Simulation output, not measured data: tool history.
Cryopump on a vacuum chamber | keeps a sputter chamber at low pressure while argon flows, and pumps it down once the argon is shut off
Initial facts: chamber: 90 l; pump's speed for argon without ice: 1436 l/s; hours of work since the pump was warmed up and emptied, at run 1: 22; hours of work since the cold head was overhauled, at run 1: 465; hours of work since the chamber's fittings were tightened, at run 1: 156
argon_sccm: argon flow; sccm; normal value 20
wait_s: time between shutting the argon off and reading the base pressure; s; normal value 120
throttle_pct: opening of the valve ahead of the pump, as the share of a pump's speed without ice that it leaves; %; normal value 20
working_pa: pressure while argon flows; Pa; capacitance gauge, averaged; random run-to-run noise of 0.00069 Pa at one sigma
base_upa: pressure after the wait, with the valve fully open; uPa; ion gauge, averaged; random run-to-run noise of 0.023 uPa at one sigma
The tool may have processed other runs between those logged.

run,day,argon_sccm,wait_s,throttle_pct,hours of work since the pump was warmed up and emptied,hours of work since the cold head was overhauled,hours of work since the chamber's fittings were tightened,working_pa,base_upa
1,0.000,20,120,20,22,465,156,0.1170,0.85
2,0.742,20,120,20,31,474,165,0.1176,0.86
3,1.817,20,120,20,44,487,178,0.1179,0.86
4,2.800,20,120,20,56,499,190,0.1185,0.87
5,3.925,20,120,25,70,513,204,0.0958,0.88
6,4.796,20,120,25,81,524,215,0.0949,0.88
7,6.058,20,295,20,96,539,230,0.1202,0.57

Run 8, settings as shown, results not yet in. Your forecast:
8,7.004,20,149,18,108,551,242,?,?

Run 8 yielded working_pa 0.1339 Pa, base_upa 0.80 uPa.
Take away the tool's hidden state, keep the run-to-run variation as it was, and the same run would have given working_pa 0.1319 Pa, base_upa 0.65 uPa.

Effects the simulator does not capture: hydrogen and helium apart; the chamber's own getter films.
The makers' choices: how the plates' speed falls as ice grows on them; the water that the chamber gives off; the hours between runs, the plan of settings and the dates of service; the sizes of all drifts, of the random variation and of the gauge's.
